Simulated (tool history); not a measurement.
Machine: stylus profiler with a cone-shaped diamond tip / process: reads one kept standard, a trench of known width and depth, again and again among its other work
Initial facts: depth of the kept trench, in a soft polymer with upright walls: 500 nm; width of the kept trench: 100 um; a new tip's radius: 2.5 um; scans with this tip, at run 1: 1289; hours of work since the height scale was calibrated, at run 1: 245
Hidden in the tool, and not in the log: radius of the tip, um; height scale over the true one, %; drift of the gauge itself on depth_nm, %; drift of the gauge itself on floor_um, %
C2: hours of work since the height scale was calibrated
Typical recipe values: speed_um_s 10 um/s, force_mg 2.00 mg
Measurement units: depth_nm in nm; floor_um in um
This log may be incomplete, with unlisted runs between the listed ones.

Run 1, hour 0.0: usual settings; scans with this tip 1289; C2 245. Result: depth_nm 506.14 nm, floor_um 96.89 um.
Run 2, hour 40.1: usual settings; scans with this tip 1415; C2 269. Result: depth_nm 505.92 nm, floor_um 96.90 um.
Run 3, hour 90.1: usual settings; scans with this tip 1572; C2 299. Result: depth_nm 505.93 nm, floor_um 96.93 um.
Run 4, hour 154.7: usual settings; scans with this tip 1775; C2 338. Result: depth_nm 505.73 nm, floor_um 96.85 um.
Run 5, hour 209.3: usual settings; scans with this tip 1947; C2 371. Result: depth_nm 505.87 nm, floor_um 96.83 um.
Run 6, hour 267.8: usual settings; scans with this tip 2131; C2 406. Result: depth_nm 505.77 nm, floor_um 96.85 um.
Run 7, hour 300.8: usual settings but force_mg 2.58 mg; scans with this tip 2235; C2 426. Result: depth_nm 506.98 nm, floor_um 96.83 um.
At hour 305.9: height scale calibrated on a step standard.
Run 8, hour 337.7: usual settings but force_mg 2.58 mg; scans with this tip 2349; C2 19. Result: depth_nm 506.69 nm, floor_um 96.81 um.
Run 9, hour 364.6: usual settings but force_mg 2.58 mg; scans with this tip 2434; C2 35. Result: depth_nm 506.57 nm, floor_um 96.86 um.
Run 10, hour 408.7: usual settings but force_mg 2.58 mg; scans with this tip 2572; C2 62. Result: depth_nm 506.57 nm, floor_um 96.84 um.
Run 11, hour 465.7: usual settings but force_mg 3.31 mg; scans with this tip 2752; C2 96. Result: depth_nm 507.69 nm, floor_um 96.85 um.
At hour 481.2: height scale calibrated on a step standard, once more.
Run 12, hour 515.0: usual settings but speed_um_s 11 um/s, force_mg 3.31 mg; scans with this tip 2905; C2 20. Result: depth_nm 509.77 nm, floor_um 96.82 um.
Run 13, hour 564.2: usual settings but speed_um_s 20 um/s, force_mg 5.36 mg; scans with this tip 3060; C2 50. Result: depth_nm 513.10 nm, floor_um 96.85 um.

Predict the results of run 14:
Run 14, hour 620.7: usual settings but speed_um_s 2 um/s, force_mg 2.92 mg; scans with this tip 3238; C2 84. Result: depth_nm ?, floor_um ?.

depth_nm: 508.90 nm
floor_um: 96.80 um
Were there no unlogged condition in the tool, this run, its random variation unchanged, would have produced depth_nm 508.80 nm, floor_um 96.95 um.
